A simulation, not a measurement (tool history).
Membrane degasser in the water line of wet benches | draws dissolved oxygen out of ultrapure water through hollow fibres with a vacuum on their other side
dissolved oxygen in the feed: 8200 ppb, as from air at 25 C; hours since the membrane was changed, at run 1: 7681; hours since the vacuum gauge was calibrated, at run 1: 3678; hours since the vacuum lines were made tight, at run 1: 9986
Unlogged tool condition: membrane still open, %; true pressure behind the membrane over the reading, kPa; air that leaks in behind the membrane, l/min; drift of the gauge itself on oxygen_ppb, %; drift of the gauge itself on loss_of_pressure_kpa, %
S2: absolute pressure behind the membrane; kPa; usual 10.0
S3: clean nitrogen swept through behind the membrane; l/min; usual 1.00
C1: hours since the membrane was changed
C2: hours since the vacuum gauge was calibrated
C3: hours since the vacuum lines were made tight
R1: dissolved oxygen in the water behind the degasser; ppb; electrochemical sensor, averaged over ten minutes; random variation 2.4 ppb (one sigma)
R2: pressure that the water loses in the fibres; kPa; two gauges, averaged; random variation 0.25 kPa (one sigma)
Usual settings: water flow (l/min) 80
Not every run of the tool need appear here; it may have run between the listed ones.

{"run": 1, "day": 0.0, "water flow (l/min)": 80, "S2": 10.0, "S3": 1.0, "C1": 7681, "C2": 3678, "C3": 9986, "R1": 904.0, "R2": 69.49}
{"run": 2, "day": 8.675, "water flow (l/min)": 59, "S2": 10.0, "S3": 1.0, "C1": 7889, "C2": 3886, "C3": 10194, "R1": 705.4, "R2": 50.8}
{"day": 18.133, "done": "seals of the vacuum lines changed"}
{"run": 3, "day": 20.267, "water flow (l/min)": 59, "S2": 10.0, "S3": 1.0, "C1": 8165, "C2": 4162, "C3": 51, "R1": 710.5, "R2": 51.17}
{"run": 4, "day": 32.879, "water flow (l/min)": 59, "S2": 10.0, "S3": 1.0, "C1": 8468, "C2": 4465, "C3": 354, "R1": 710.4, "R2": 51.14}
{"run": 5, "day": 42.038, "water flow (l/min)": 73, "S2": 10.0, "S3": 1.0, "C1": 8687, "C2": 4685, "C3": 574, "R1": 837.5, "R2": 63.54}
{"run": 6, "day": 48.692, "water flow (l/min)": 80, "S2": 10.0, "S3": 1.0, "C1": 8847, "C2": 4844, "C3": 733, "R1": 910.5, "R2": 69.43}
{"run": 7, "day": 54.8, "water flow (l/min)": 80, "S2": 10.0, "S3": 1.0, "C1": 8994, "C2": 4991, "C3": 880, "R1": 909.1, "R2": 69.95}
{"run": 8, "day": 60.825, "water flow (l/min)": 80, "S2": 10.0, "S3": 1.0, "C1": 9138, "C2": 5136, "C3": 1025, "R1": 908.3, "R2": 69.79}
{"run": 9, "day": 69.85, "water flow (l/min)": 80, "S2": 10.0, "S3": 0.42, "C1": 9355, "C2": 5352, "C3": 1241, "R1": 1415.5, "R2": 69.26}
{"run": 10, "day": 77.242, "water flow (l/min)": 80, "S2": 10.0, "S3": 1.0, "C1": 9532, "C2": 5530, "C3": 1419, "R1": 912.8, "R2": 69.99}
{"run": 11, "day": 90.075, "water flow (l/min)": 80, "S2": 10.0, "S3": 1.0, "C1": 9840, "C2": 5838, "C3": 1727, "R1": 910.6, "R2": 69.7}
{"run": 12, "day": 98.6, "water flow (l/min)": 80, "S2": 10.0, "S3": 1.0, "C1": 10045, "C2": 6042, "C3": 1931, "R1": 915.7, "R2": 69.61}
{"run": 13, "day": 108.1, "water flow (l/min)": 80, "S2": 10.0, "S3": 1.0, "C1": 10273, "C2": 6270, "C3": 2159, "R1": 911.9, "R2": 70.12}
{"day": 108.925, "done": "vacuum gauge calibrated"}
{"run": 14, "day": 114.525, "water flow (l/min)": 80, "S2": 10.0, "S3": 1.0, "C1": 10427, "C2": 134, "C3": 2313, "R1": 910.0, "R2": 70.37}
{"run": 15, "day": 121.425, "water flow (l/min)": 80, "S2": 18.8, "S3": 1.44, "C1": 10592, "C2": 300, "C3": 2478, "R1": 1459.8, "R2": 69.88}
{"run": 16, "day": 134.067, "water flow (l/min)": 95, "S2": 23.1, "S3": 1.0, "C1": 10896, "C2": 603, "C3": 2782, "R1": 2459.1, "R2": 83.7}
{"run": 17, "day": 139.95, "water flow (l/min)": 62, "S2": 10.3, "S3": 1.0, "C1": 11037, "C2": 745, "C3": 2923, "R1": 775.7, "R2": 54.25}
{"run": 18, "day": 148.846, "water flow (l/min)": 88, "S2": 8.7, "S3": 1.0, "C1": 11250, "C2": 958, "C3": 3137, "R1": 838.4, "R2": 77.65}
{"day": 161.462, "done": "vacuum gauge calibrated, once more"}
{"run": 19, "day": 161.671, "water flow (l/min)": 74, "S2": 8.7, "S3": 1.0, "C1": 11558, "C2": 5, "C3": 3444, "R1": 707.6, "R2": 65.06}
{"run": 20, "day": 171.917, "water flow (l/min)": 80, "S2": 8.2, "S3": 1.16, "C1": 11804, "C2": 251, "C3": 3690, "R1": 648.4, "R2": 70.64}
{"run": 21, "day": 182.117, "water flow (l/min)": 80, "S2": 8.2, "S3": 1.16, "C1": 12048, "C2": 496, "C3": 3935, "R1": 645.0, "R2": 70.46}
{"run": 22, "day": 190.567, "water flow (l/min)": 123, "S2": 10.9, "S3": 0.8, "C1": 12251, "C2": 699, "C3": 4137, "R1": 1596.8, "R2": 108.54}
{"run": 23, "day": 196.5, "water flow (l/min)": 80, "S2": 11.0, "S3": 1.61, "C1": 12393, "C2": 841, "C3": 4280, "R1": 764.7, "R2": 70.29}
{"run": 24, "day": 206.638, "water flow (l/min)": 114, "S2": 10.0, "S3": 1.0, "C1": 12637, "C2": 1084, "C3": 4523, "R1": 1246.3, "R2": 100.99}
{"run": 25, "day": 219.908, "water flow (l/min)": 114, "S2": 10.0, "S3": 1.0, "C1": 12955, "C2": 1403, "C3": 4842, "R1": 1252.9, "R2": 100.42}
{"run": 26, "day": 229.896, "water flow (l/min)": 114, "S2": 10.0, "S3": 1.0, "C1": 13195, "C2": 1642, "C3": 5081, "R1": 1249.9, "R2": 101.36}

How would selected steps in R1 from run to run divide? Give the signed amount a tool lacking its hidden state would still show from settings, what came in and random variation, and the signed amount left for the hidden state, including any gauge scatter that is not in both of the compared results.
Run 15 -> 16: water flow (l/min) 80 -> 95, S2 18.8 -> 23.1, S3 1.44 -> 1.00. R1 +999.3 ppb: hidden state +4.7, all else +994.6.
Run 16 -> 17: water flow (l/min) 95 -> 62, S2 23.1 -> 10.3. R1 -1683.4 ppb: hidden state -7.7, all else -1675.7.
Run 21 -> 22: water flow (l/min) 80 -> 123, S2 8.2 -> 10.9, S3 1.16 -> 0.80. R1 +951.8 ppb: hidden state +25.3, all else +926.5.
Run 22 -> 23: water flow (l/min) 123 -> 80, S2 10.9 -> 11.0, S3 0.80 -> 1.61. R1 -832.1 ppb: hidden state -25.8, all else -806.3.
